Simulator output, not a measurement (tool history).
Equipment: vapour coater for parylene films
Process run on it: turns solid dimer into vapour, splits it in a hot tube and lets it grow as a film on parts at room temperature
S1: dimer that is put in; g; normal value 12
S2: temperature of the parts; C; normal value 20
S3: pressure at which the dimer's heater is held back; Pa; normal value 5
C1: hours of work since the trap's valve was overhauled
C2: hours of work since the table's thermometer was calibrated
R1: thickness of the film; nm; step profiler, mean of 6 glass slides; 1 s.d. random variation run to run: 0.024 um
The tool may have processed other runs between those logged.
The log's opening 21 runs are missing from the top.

run,hour,S1,S2,S3,C1,C2,R1
22,689.7,12,20,4.52,194,1046,4370
# hour 710.5: trap's valve overhauled
23,718.2,12,20,7.06,4,1060,4060
24,768.3,9,21,5,32,1087,3140
25,793.7,6,21,10.86,45,1101,1810
26,830,10,15,10.86,65,1121,3810
27,850.3,14,14,2.48,76,1132,6210
# hour 878.1: table's thermometer calibrated
28,901.3,6,16,10.79,104,13,2190
29,951.2,6,16,10.79,131,40,2200
30,987.9,21,25,4.69,151,60,6290
31,1027.5,21,25,4.69,172,82,6240

Alternative continuations, all from the tool just after run 31; predict every row:
A,1060.7,20,24,4.69,191,100,?
B,1060.7,7,22,4.69,191,100,?
C,1060.7,21,25,4.38,191,100,?

run,R1
A,6210
B,2380
C,6390
Had the tool no hidden state, the same runs would have come out as:
run,R1
A,6220
B,2390
C,6400

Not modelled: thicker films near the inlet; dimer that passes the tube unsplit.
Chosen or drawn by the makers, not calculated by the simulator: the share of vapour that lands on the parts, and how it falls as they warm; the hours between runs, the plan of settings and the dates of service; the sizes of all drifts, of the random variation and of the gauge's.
